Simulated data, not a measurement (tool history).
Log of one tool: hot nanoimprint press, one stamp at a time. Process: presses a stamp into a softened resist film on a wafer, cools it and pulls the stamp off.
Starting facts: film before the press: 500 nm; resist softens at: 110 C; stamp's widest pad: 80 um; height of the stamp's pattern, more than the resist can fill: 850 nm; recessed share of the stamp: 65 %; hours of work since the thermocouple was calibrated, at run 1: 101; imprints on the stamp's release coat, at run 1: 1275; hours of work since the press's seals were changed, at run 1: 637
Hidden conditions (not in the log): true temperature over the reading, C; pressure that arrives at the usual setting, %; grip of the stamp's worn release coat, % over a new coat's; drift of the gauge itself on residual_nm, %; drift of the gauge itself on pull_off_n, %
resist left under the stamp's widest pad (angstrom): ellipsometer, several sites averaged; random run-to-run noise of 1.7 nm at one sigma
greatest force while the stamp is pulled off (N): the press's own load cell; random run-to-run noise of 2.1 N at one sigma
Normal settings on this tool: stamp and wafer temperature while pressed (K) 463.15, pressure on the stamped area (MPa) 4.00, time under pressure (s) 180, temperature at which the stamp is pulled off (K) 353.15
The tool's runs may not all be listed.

| run | hour | stamp and wafer temperature while pressed (K) | pressure on the stamped area (MPa) | time under pressure (s) | temperature at which the stamp is pulled off (K) | hours of work since the thermocouple was calibrated | imprints on the stamp's release coat | hours of work since the press's seals were changed | resist left under the stamp's widest pad (angstrom) | greatest force while the stamp is pulled off (N) |
|---|---|---|---|---|---|---|---|---|---|---|
| 1 | 0.0 | 463.15 | 4.00 | 180 | 353.15 | 101 | 1275 | 637 | 2820 | 115 |
| 2 | 20.6 | 463.15 | 4.00 | 180 | 342.15 | 115 | 1344 | 650 | 2831 | 139 |
| 3 | 56.2 | 463.15 | 4.00 | 180 | 342.15 | 137 | 1463 | 673 | 2860 | 145 |
|  | 86.2 | stamp cleaned and given a new release coat |
| 4 | 96.2 | 463.15 | 4.00 | 180 | 342.15 | 159 | 33 | 695 | 2835 | 115 |
| 5 | 123.3 | 463.15 | 3.31 | 180 | 342.15 | 177 | 124 | 713 | 3072 | 112 |
| 6 | 163.6 | 463.15 | 3.31 | 180 | 342.15 | 203 | 259 | 738 | 3111 | 112 |
| 7 | 190.6 | 463.15 | 4.00 | 180 | 353.15 | 220 | 350 | 756 | 2884 | 103 |
| 8 | 218.2 | 463.15 | 4.00 | 180 | 353.15 | 238 | 442 | 774 | 2922 | 104 |
| 9 | 236.5 | 463.15 | 4.00 | 180 | 353.15 | 250 | 503 | 785 | 2900 | 103 |
|  | 264.5 | plate thermocouple calibrated |
| 10 | 271.9 | 463.15 | 4.00 | 180 | 353.15 | 5 | 612 | 806 | 2958 | 110 |
| 11 | 308.5 | 463.15 | 4.00 | 180 | 353.15 | 28 | 734 | 830 | 3013 | 116 |
|  | 332.8 | press's hydraulic seals changed and the load cell set to zero |
| 12 | 342.2 | 463.15 | 4.00 | 180 | 345.15 | 45 | 820 | 6 | 2900 | 124 |
| 13 | 380.8 | 468.15 | 4.00 | 180 | 353.15 | 70 | 950 | 31 | 2360 | 117 |
| 14 | 401.7 | 463.15 | 4.00 | 180 | 353.15 | 83 | 1020 | 44 | 2930 | 117 |
|  | 411.0 | plate thermocouple calibrated, once more |
| 15 | 441.0 | 463.15 | 4.00 | 300 | 353.15 | 19 | 1141 | 68 | 2283 | 116 |
| 16 | 473.0 | 459.15 | 3.09 | 213 | 343.15 | 40 | 1248 | 88 | 3353 | 138 |
| 17 | 495.6 | 462.15 | 3.72 | 180 | 345.15 | 54 | 1324 | 103 | 2942 | 137 |
| 18 | 519.2 | 462.15 | 3.72 | 180 | 345.15 | 70 | 1403 | 118 | 2943 | 139 |
| 19 | 537.1 | 465.15 | 4.00 | 180 | 358.15 | 81 | 1463 | 129 | 2510 | 116 |
|  | 565.5 | stamp cleaned and given a new release coat |
| 20 | 577.0 | 465.15 | 4.00 | 180 | 358.15 | 103 | 38 | 151 | 2545 | 87 |
| 21 | 603.2 | 465.15 | 4.00 | 180 | 358.15 | 120 | 126 | 168 | 2577 | 92 |
| 22 | 630.9 | 461.15 | 4.00 | 180 | 342.15 | 138 | 219 | 186 | 3020 | 115 |
| 23 | 668.2 | 463.15 | 3.96 | 216 | 353.15 | 162 | 344 | 210 | 2650 | 98 |
| 24 | 701.6 | 458.15 | 4.19 | 294 | 347.15 | 183 | 455 | 231 | 2902 | 112 |
| 25 | 737.1 | 456.15 | 5.65 | 160 | 356.15 | 206 | 574 | 254 | 3333 | 99 |

Predict the results of run 26:
| 26 | 754.1 | 456.15 | 5.65 | 160 | 356.15 | 217 | 631 | 265 | ? | ? |

resist left under the stamp's widest pad (angstrom): 3383
greatest force while the stamp is pulled off (N): 104
Had the tool carried no hidden state, the very same run would have given resist left under the stamp's widest pad (angstrom) 3268, greatest force while the stamp is pulled off (N) 91.

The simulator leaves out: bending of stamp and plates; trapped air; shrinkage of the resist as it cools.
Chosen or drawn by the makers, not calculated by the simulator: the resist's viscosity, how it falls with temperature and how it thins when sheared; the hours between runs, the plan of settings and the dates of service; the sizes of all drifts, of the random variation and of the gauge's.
